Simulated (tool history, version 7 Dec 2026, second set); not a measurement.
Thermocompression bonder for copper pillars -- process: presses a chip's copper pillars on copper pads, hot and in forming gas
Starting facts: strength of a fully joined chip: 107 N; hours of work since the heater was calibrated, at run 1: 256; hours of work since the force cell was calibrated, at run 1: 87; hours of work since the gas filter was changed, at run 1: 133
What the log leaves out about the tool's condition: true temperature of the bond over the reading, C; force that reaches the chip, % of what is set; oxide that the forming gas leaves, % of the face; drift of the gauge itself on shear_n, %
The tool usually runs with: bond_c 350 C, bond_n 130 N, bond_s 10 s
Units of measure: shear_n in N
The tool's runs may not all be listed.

| run | hour | bond_c | bond_n | bond_s | hours of work since the heater was calibrated | hours of work since the force cell was calibrated | hours of work since the gas filter was changed | shear_n |
|---|---|---|---|---|---|---|---|---|
| 1 | 0.0 | 350 | 130 | 10 | 256 | 87 | 133 | 51.0 |
| 2 | 10.6 | 350 | 130 | 10 | 261 | 92 | 138 | 51.3 |
| 3 | 18.1 | 350 | 130 | 10 | 264 | 95 | 141 | 50.9 |
| 4 | 25.0 | 350 | 130 | 10 | 267 | 98 | 144 | 51.3 |
| 5 | 33.4 | 350 | 130 | 10 | 271 | 102 | 147 | 51.5 |
| 6 | 40.5 | 350 | 130 | 10 | 274 | 105 | 151 | 51.0 |
| 7 | 47.5 | 350 | 130 | 10 | 277 | 108 | 154 | 51.2 |
| 8 | 57.6 | 350 | 130 | 10 | 281 | 112 | 158 | 51.1 |
| 9 | 63.9 | 350 | 130 | 10 | 284 | 115 | 161 | 51.0 |
| 10 | 72.7 | 350 | 130 | 10 | 288 | 119 | 165 | 51.2 |
| 11 | 81.0 | 336 | 130 | 11 | 292 | 123 | 168 | 47.6 |
| 12 | 88.0 | 379 | 107 | 13 | 295 | 126 | 171 | 63.0 |
| 13 | 98.5 | 367 | 90 | 19 | 299 | 130 | 176 | 61.2 |

Predict the results of run 14:
| 14 | 104.6 | 367 | 90 | 5 | 302 | 133 | 179 | ? |

shear_n: 38.3 N
Had the tool carried no hidden state, the very same run would have given shear_n 37.9 N.
